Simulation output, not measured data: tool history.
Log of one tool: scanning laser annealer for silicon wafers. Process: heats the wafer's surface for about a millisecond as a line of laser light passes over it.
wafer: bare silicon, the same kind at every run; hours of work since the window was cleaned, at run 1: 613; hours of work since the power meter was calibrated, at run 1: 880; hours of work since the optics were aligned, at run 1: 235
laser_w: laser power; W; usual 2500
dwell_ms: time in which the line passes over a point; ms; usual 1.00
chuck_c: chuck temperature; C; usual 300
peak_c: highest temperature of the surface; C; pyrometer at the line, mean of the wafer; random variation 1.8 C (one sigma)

run     day  laser_w  dwell_ms  chuck_c  hours of work since the window was cleaned  hours of work since the power meter was calibrated  hours of work since the optics were aligned  peak_c
  1   0.000     2500      1.00      300                                         613                                                 880                                          235    1017
  2   2.567     2500      1.00      300                                         644                                                 910                                          265    1017
  3   5.708     2500      1.00      300                                         681                                                 947                                          303    1018
      7.292  -- window over the wafer cleaned
  4   9.271     2500      1.00      300                                          23                                                 989                                          344    1019
  5  12.692     2500      1.00      300                                          64                                                1029                                          385    1015
  6  14.404     2500      1.00      300                                          85                                                1050                                          405    1020
  7  16.212     2500      1.06      300                                         106                                                1071                                          426    1041
  8  18.654     2500      1.06      300                                         135                                                1100                                          455    1040
  9  21.304     2500      1.06      309                                         166                                                1132                                          487    1050
 10  24.400     2500      1.06      309                                         203                                                1169                                          524    1051
 11  26.671     2500      0.84      309                                         230                                                1196                                          551     966
 12  28.996     2236      1.00      300                                         258                                                1223                                          578     944
 13  31.792     2236      1.00      300                                         291                                                1256                                          612     947
 14  35.304     2500      1.00      300                                         333                                                1298                                          653    1016
 15  38.571     2500      1.00      300                                         372                                                1337                                          692    1017
 16  42.033     2500      1.00      300                                         413                                                1378                                          733    1015
     44.204  -- optics aligned, line set to its width
 17  44.467     2500      1.00      300                                         439                                                1405                                            3    1017
 18  46.654     2500      1.00      300                                         465                                                1430                                           29    1021
 19  49.404     2500      1.16      300                                         498                                                1463                                           62    1074
 20  51.296     2619      1.09      266                                         520                                                1486                                           84    1051

The next listed run, before its measurement:
 21  53.412     2619      1.09      266                                         546                                                1511                                          109       ?

peak_c: 1052 C
Without the tool's hidden state the same run would have given peak_c 1052 C.
